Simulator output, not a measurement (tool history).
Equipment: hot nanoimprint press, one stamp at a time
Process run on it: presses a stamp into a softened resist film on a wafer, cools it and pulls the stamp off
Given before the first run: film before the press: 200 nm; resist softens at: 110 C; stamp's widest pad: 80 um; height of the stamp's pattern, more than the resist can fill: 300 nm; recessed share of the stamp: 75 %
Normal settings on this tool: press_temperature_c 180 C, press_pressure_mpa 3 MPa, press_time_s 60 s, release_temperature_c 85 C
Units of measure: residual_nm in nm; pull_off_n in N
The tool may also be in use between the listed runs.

Run 1, hour 0: usual settings. Result: residual_nm 106.4 nm, pull_off_n 122 N.
Run 2, hour 9.4: usual settings but press_temperature_c 175 C. Result: residual_nm 121.6 nm, pull_off_n 117 N.
Run 3, hour 19.3: usual settings. Result: residual_nm 104.7 nm, pull_off_n 125 N.
Run 4, hour 34.2: usual settings. Result: residual_nm 106.1 nm, pull_off_n 124 N.
Run 5, hour 48.4: usual settings. Result: residual_nm 104.6 nm, pull_off_n 125 N.
Run 6, hour 65.3: usual settings. Result: residual_nm 105.1 nm, pull_off_n 123 N.
Run 7, hour 83.6: usual settings. Result: residual_nm 105 nm, pull_off_n 121 N.
Run 8, hour 102.1: usual settings. Result: residual_nm 103.9 nm, pull_off_n 121 N.
Run 9, hour 114.3: usual settings. Result: residual_nm 104.5 nm, pull_off_n 120 N.
Run 10, hour 128.5: usual settings. Result: residual_nm 103.8 nm, pull_off_n 122 N.
Run 11, hour 141.2: usual settings but release_temperature_c 78 C. Result: residual_nm 105.6 nm, pull_off_n 131 N.
Run 12, hour 152.7: usual settings but release_temperature_c 78 C. Result: residual_nm 104 nm, pull_off_n 134 N.
Run 13, hour 167.3: usual settings but release_temperature_c 78 C. Result: residual_nm 104.1 nm, pull_off_n 131 N.
Run 14, hour 185.2: usual settings but release_temperature_c 78 C. Result: residual_nm 105.6 nm, pull_off_n 132 N.
Run 15, hour 201: usual settings but release_temperature_c 78 C. Result: residual_nm 104.8 nm, pull_off_n 132 N.
Run 16, hour 218.5: usual settings but release_temperature_c 78 C. Result: residual_nm 105.9 nm, pull_off_n 131 N.
Run 17, hour 232.9: usual settings but press_temperature_c 178 C, release_temperature_c 71 C. Result: residual_nm 110.9 nm, pull_off_n 146 N.
Run 18, hour 240.5: usual settings but press_temperature_c 184 C, press_pressure_mpa 4.04 MPa, press_time_s 39 s, release_temperature_c 76 C. Result: residual_nm 90.4 nm, pull_off_n 141 N.
Run 19, hour 258: usual settings but press_temperature_c 184 C, press_pressure_mpa 2.97 MPa, press_time_s 87 s, release_temperature_c 91 C. Result: residual_nm 83.5 nm, pull_off_n 111 N.
Run 20, hour 266.5: usual settings but press_temperature_c 184 C, press_pressure_mpa 2.97 MPa, press_time_s 87 s, release_temperature_c 91 C. Result: residual_nm 82.8 nm, pull_off_n 111 N.
Run 21, hour 274.6: usual settings but press_temperature_c 173 C, press_pressure_mpa 2.97 MPa, press_time_s 87 s, release_temperature_c 91 C. Result: residual_nm 114.8 nm, pull_off_n 111 N.
Run 22, hour 286.1: usual settings but press_temperature_c 173 C, press_pressure_mpa 2.97 MPa, press_time_s 87 s, release_temperature_c 91 C. Result: residual_nm 115.5 nm, pull_off_n 112 N.
Run 23, hour 299.7: usual settings but press_temperature_c 173 C, press_pressure_mpa 4.15 MPa, press_time_s 30 s, release_temperature_c 91 C. Result: residual_nm 129.4 nm, pull_off_n 108 N.
Run 24, hour 309.2: usual settings but press_temperature_c 181 C, press_pressure_mpa 2.43 MPa, press_time_s 30 s, release_temperature_c 91 C. Result: residual_nm 136.7 nm, pull_off_n 115 N.
Run 25, hour 318.7: usual settings but press_temperature_c 182 C, press_pressure_mpa 2.46 MPa, press_time_s 68 s, release_temperature_c 72 C. Result: residual_nm 108.2 nm, pull_off_n 141 N.
Run 26, hour 327: usual settings but press_temperature_c 182 C, press_pressure_mpa 2.46 MPa, press_time_s 68 s, release_temperature_c 90 C. Result: residual_nm 105.3 nm, pull_off_n 113 N.
Run 27, hour 342.7: usual settings but press_temperature_c 177 C, press_pressure_mpa 3.68 MPa, press_time_s 68 s, release_temperature_c 90 C. Result: residual_nm 97.6 nm, pull_off_n 111 N.

Removed from this log: 1 entry logged between the listed runs. Between which two listed runs does each belong, and how does the tool's hidden state at the listed run before it compare with that at the listed run after it?
Between runs 7 and 8: stamp cleaned and given a new release coat (hour 95.6)
  true temperature over the reading, C: 0 -> -0.01; grip of the stamp's worn release coat, % over a new coat's: 1 -> 0
